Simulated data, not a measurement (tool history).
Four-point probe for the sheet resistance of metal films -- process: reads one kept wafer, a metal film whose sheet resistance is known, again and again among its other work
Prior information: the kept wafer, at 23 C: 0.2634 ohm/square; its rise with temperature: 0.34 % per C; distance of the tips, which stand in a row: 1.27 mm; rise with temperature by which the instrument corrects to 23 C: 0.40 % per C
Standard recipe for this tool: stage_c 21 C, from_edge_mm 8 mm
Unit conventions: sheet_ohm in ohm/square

run 1 day=0.000 | stage_c=21 from_edge_mm=8 | sheet_ohm=0.266149
run 2 day=0.633 | stage_c=21 from_edge_mm=8 | sheet_ohm=0.266081
run 3 day=1.000 | stage_c=21 from_edge_mm=8 | sheet_ohm=0.266092
run 4 day=1.600 | stage_c=21 from_edge_mm=8 | sheet_ohm=0.266152
run 5 day=2.329 | stage_c=21 from_edge_mm=8 | sheet_ohm=0.266134
run 6 day=3.000 | stage_c=21 from_edge_mm=8 | sheet_ohm=0.266141
-- day=3.054 stage's thermometer calibrated
run 7 day=3.421 | stage_c=21 from_edge_mm=8 | sheet_ohm=0.266242
run 8 day=3.825 | stage_c=21 from_edge_mm=8 | sheet_ohm=0.266246
run 9 day=4.162 | stage_c=21 from_edge_mm=8 | sheet_ohm=0.266249
run 10 day=4.517 | stage_c=21 from_edge_mm=8 | sheet_ohm=0.266264
run 11 day=4.892 | stage_c=27 from_edge_mm=40 | sheet_ohm=0.261937
-- day=5.050 stage's thermometer calibrated, once more
run 12 day=5.242 | stage_c=27 from_edge_mm=40 | sheet_ohm=0.261795
run 13 day=5.908 | stage_c=27 from_edge_mm=40 | sheet_ohm=0.261762
run 14 day=6.350 | stage_c=27 from_edge_mm=40 | sheet_ohm=0.261842
run 15 day=6.888 | stage_c=27 from_edge_mm=8 | sheet_ohm=0.265237

Hidden state or all else? Some run-to-run changes of sheet_ohm, split into what the settings, what came in and random variation would give without the hidden state, and what is left for the hidden state (with any gauge scatter that isn't in both results):
Hidden conditions of the tool in this case: inner tips' distance over the nominal, %; tips' flats over new ones', %; wafer's true temperature over the reading, C; drift of the gauge itself on sheet_ohm, %.
Run 10 -> 11: stage_c 21 -> 27, from_edge_mm 8 -> 40. sheet_ohm -0.004327 ohm/square: hidden state +0.000019, all else -0.004346.
Run 11 -> 12: stage's thermometer calibrated, once more. sheet_ohm -0.000142 ohm/square: hidden state -0.000126, all else -0.000016.
